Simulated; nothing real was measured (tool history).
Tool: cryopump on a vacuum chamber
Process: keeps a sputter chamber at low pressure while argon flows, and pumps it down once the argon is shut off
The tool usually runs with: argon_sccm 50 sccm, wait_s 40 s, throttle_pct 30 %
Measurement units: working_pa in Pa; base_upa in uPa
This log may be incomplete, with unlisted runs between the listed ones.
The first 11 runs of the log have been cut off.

Run 12, hour 136.1: usual settings but argon_sccm 29 sccm. Result: working_pa 0.0733 Pa, base_upa 1.16 uPa.
Run 13, hour 148.6: usual settings but argon_sccm 29 sccm. Result: working_pa 0.0733 Pa, base_upa 1.14 uPa.
Run 14, hour 164.5: usual settings but argon_sccm 29 sccm. Result: working_pa 0.0730 Pa, base_upa 1.13 uPa.
Run 15, hour 172.8: usual settings but argon_sccm 29 sccm. Result: working_pa 0.0732 Pa, base_upa 1.11 uPa.
Run 16, hour 182.4: usual settings but argon_sccm 29 sccm. Result: working_pa 0.0740 Pa, base_upa 1.09 uPa.
Run 17, hour 194.9: usual settings. Result: working_pa 0.1264 Pa, base_upa 1.17 uPa.
Run 18, hour 208.1: usual settings. Result: working_pa 0.1274 Pa, base_upa 1.19 uPa.
Run 19, hour 223.2: usual settings but wait_s 240 s, throttle_pct 54 %. Result: working_pa 0.0733 Pa, base_upa 0.33 uPa.
Run 20, hour 232.3: usual settings but argon_sccm 57 sccm, wait_s 86 s, throttle_pct 17 %. Result: working_pa 0.2506 Pa, base_upa 0.66 uPa.
Run 21, hour 243.7: usual settings but argon_sccm 57 sccm, wait_s 86 s, throttle_pct 17 %. Result: working_pa 0.2505 Pa, base_upa 0.62 uPa.
Run 22, hour 252.4: usual settings but argon_sccm 57 sccm, wait_s 118 s, throttle_pct 40 %. Result: working_pa 0.1118 Pa, base_upa 0.56 uPa.
Run 23, hour 268.7: usual settings but argon_sccm 57 sccm, wait_s 118 s, throttle_pct 40 %. Result: working_pa 0.1118 Pa, base_upa 0.56 uPa.
Run 24, hour 282.0: usual settings but argon_sccm 57 sccm, wait_s 118 s, throttle_pct 40 %. Result: working_pa 0.1109 Pa, base_upa 0.55 uPa.
Run 25, hour 299.1: usual settings but argon_sccm 76 sccm, wait_s 165 s. Result: working_pa 0.1941 Pa, base_upa 0.47 uPa.
Run 26, hour 315.3: usual settings but wait_s 225 s. Result: working_pa 0.1282 Pa, base_upa 0.45 uPa.
Run 27, hour 327.5: usual settings but argon_sccm 70 sccm, wait_s 22 s, throttle_pct 27 %. Result: working_pa 0.2003 Pa, base_upa 1.92 uPa.
Run 28, hour 338.8: usual settings but argon_sccm 70 sccm, wait_s 22 s, throttle_pct 27 %. Result: working_pa 0.1990 Pa, base_upa 1.96 uPa.
Run 29, hour 352.6: usual settings but argon_sccm 43 sccm, wait_s 105 s, throttle_pct 27 %. Result: working_pa 0.1235 Pa, base_upa 0.60 uPa.
Run 30, hour 360.5: usual settings but argon_sccm 61 sccm, wait_s 105 s, throttle_pct 27 %. Result: working_pa 0.1733 Pa, base_upa 0.60 uPa.
Run 31, hour 375.3: usual settings but argon_sccm 23 sccm, wait_s 205 s, throttle_pct 19 %. Result: working_pa 0.0921 Pa, base_upa 0.47 uPa.
Run 32, hour 385.3: usual settings but argon_sccm 23 sccm, wait_s 205 s, throttle_pct 19 %. Result: working_pa 0.0925 Pa, base_upa 0.41 uPa.
Run 33, hour 397.9: usual settings but wait_s 47 s. Result: working_pa 0.1288 Pa, base_upa 1.06 uPa.
Run 34, hour 411.1: usual settings but wait_s 47 s. Result: working_pa 0.1292 Pa, base_upa 1.07 uPa.

4 ways to go on from here, each from the tool as it stands after run 34. What would each give?
Run A, hour 424.9: usual settings but wait_s 221 s. Result: working_pa ?, base_upa ?.
Run B, hour 424.9: usual settings but argon_sccm 87 sccm, wait_s 181 s. Result: working_pa ?, base_upa ?.
Run C, hour 424.9: usual settings but wait_s 203 s, throttle_pct 16 %. Result: working_pa ?, base_upa ?.
Run D, hour 424.9: usual settings but argon_sccm 74 sccm, wait_s 54 s, throttle_pct 59 %. Result: working_pa ?, base_upa ?.

run  working_pa  base_upa
  A      0.1294      0.43
  B      0.2259      0.48
  C      0.2375      0.48
  D      0.1034      1.01
Stripped of hidden state, with their random variation kept, the same runs would have yielded:
run  working_pa  base_upa
  A      0.1200      0.28
  B      0.2096      0.33
  C      0.2280      0.33
  D      0.0895      0.86
